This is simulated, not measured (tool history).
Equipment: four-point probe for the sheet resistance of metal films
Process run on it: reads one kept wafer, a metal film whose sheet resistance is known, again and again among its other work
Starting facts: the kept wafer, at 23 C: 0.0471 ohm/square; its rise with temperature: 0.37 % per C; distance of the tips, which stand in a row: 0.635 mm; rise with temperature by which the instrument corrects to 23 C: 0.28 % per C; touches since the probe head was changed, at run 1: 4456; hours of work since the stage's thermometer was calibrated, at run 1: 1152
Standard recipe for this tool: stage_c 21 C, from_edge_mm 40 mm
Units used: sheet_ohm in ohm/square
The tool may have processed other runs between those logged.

run   hour  stage_c  from_edge_mm  touches since the probe head was changed  hours of work since the stage's thermometer was calibrated  sheet_ohm
  1      0       21            40                                      4456                                                        1152   0.046902
  2    8.5       21            40                                      4604                                                        1157   0.046905
  3     18       21            40                                      4769                                                        1162   0.046915
  4   34.2       19            40                                      5052                                                        1171   0.046823
  5   41.7       19            40                                      5183                                                        1175   0.046823
  6   54.6       19            40                                      5407                                                        1182   0.046801
  7   69.7       19            40                                      5670                                                        1190   0.046831
  8     81       21            40                                      5868                                                        1197   0.046907
  9   93.5       21            40                                      6084                                                        1203   0.046925
 10  103.1       22             8                                      6251                                                        1209   0.047099
     104.5  -- stage's thermometer calibrated
 11  116.3       28             5                                      6474                                                           6    0.04764
 12  128.6       28             5                                      6687                                                          13   0.047649
 13  145.5       18            11                                      6982                                                          22   0.046902
 14  157.9       24            11                                      7197                                                          29   0.047155
 15  170.5       21            12                                      7417                                                          36   0.047009

Here are 3 independent what-if runs from the current tool condition. What would each one return?
  A  182.6       31            25                                      7629                                                          43          ?
  B  182.6       33            40                                      7629                                                          43          ?
  C  182.6       23            49                                      7629                                                          43          ?

run  sheet_ohm
  A   0.047391
  B    0.04746
  C   0.047044
What these runs would have given with no unlogged condition in the tool:
run  sheet_ohm
  A   0.047462
  B   0.047531
  C   0.047112
